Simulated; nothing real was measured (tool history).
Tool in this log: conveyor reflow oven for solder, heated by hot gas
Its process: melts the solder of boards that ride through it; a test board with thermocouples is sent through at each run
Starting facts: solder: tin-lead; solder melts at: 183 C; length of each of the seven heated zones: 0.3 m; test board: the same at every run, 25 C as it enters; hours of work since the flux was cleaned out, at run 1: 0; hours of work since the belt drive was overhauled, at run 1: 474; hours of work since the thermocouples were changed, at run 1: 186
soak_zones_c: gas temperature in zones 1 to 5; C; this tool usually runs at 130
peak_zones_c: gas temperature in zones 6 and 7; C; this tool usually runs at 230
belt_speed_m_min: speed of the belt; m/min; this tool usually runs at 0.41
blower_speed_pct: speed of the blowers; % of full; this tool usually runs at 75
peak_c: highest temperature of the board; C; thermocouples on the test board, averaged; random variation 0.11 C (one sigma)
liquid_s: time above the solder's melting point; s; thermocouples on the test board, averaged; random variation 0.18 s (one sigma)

run,hour,soak_zones_c,peak_zones_c,belt_speed_m_min,blower_speed_pct,hours of work since the flux was cleaned out,hours of work since the belt drive was overhauled,hours of work since the thermocouples were changed,peak_c,liquid_s
1,0,130,230,0.41,75,0,474,186,218.4,65.9
2,44.9,130,230,0.41,75,22,496,208,218.4,65.5
3,84.3,130,230,0.41,75,41,515,227,218.3,65.9
4,138.9,130,230,0.41,75,68,542,254,218.6,66.3
5,181.5,130,239,0.41,75,89,563,275,226.4,71.9
6,228.4,130,239,0.41,75,112,586,298,226.7,72.1
7,276.2,130,230,0.41,75,136,610,322,218.4,65.4
8,312.5,130,230,0.41,75,154,628,340,218.3,65.9
9,359.1,130,230,0.41,75,177,651,362,218.3,66.1
10,404.9,130,230,0.41,75,199,673,385,218.4,66
11,433.4,130,230,0.41,75,213,687,399,218.2,66.5
# hour 441.8: belt drive overhauled, speed set with a stopwatch
12,484.9,130,230,0.41,75,236,21,422,218.6,66.7
13,541.3,130,230,0.41,75,264,49,450,218.6,66.8
14,600.8,130,230,0.41,75,293,78,479,218.5,66.8
# hour 608.5: flux residue cleaned out of gas plates and filters
15,631.4,128,230,0.41,75,11,91,492,219.1,67.1
16,656.5,122,223,0.41,52,24,103,504,204.9,47.8
17,715.1,130,233,0.348,66,52,132,533,224.6,85.4
# hour 762.2: belt drive overhauled, speed set with a stopwatch, once more
18,773.2,117,236,0.348,66,79,5,560,225,78.4
19,804.7,126,230,0.415,75,94,21,575,217.7,62
20,855.5,126,230,0.415,75,119,46,600,217.7,62.2
21,882.7,126,230,0.415,75,133,59,614,217.7,61.9
22,924.8,126,230,0.415,75,154,80,634,217.6,62.6
23,950.7,122,220,0.358,89,166,93,647,214.4,71.2
24,985.9,137,244,0.475,81,184,110,664,229.1,64.9
# hour 992.8: thermocouples of zones 6 and 7 changed
25,1044.2,130,241,0.41,69,211,138,25,225.2,69.8
26,1101.2,130,241,0.41,69,239,166,53,225,69.8
27,1144.2,130,219,0.41,69,260,187,74,205.6,51.6
28,1189.1,138,224,0.357,78,283,209,97,215.8,77.8
# hour 1219.9: flux residue cleaned out of gas plates and filters
29,1250.1,130,225,0.339,80,15,237,124,218.4,82.1

Subtracting, for every run, the result it would have given without the tool's unlogged condition from the measured result gives the following. The same run-to-run variation enters both numbers; the gauge's scatter may not:
The tool's hidden condition here consists of: heat that the gas passes to the board, % of a clean oven's; belt's true speed, % of the reading; true gas temperature in zones 6 and 7 over the reading, C; drift of the gauge itself on peak_c, C; drift of the gauge itself on liquid_s, %.
run,peak_c,liquid_s
1,+0.9,+1.6
2,+0.9,+1.6
3,+0.9,+1.6
4,+0.8,+1.7
5,+0.9,+1.6
6,+0.9,+1.7
7,+0.9,+1.7
8,+0.8,+1.7
9,+0.9,+1.7
10,+0.9,+1.8
11,+0.9,+1.8
12,+1.2,+2.6
13,+1.1,+2.6
14,+1.1,+2.7
15,+2,+3.6
16,+2.1,+4.4
17,+2,+4.1
18,+1.2,+1
19,+1.2,+0.9
20,+1.1,+0.9
21,+1.1,+0.9
22,+1.1,+0.9
23,+1.3,+1.1
24,+1,+0.7
25,-0.8,-0.4
26,-0.8,-0.4
27,-0.7,-1
28,-0.6,-0.5
29,+0.1,+0.6
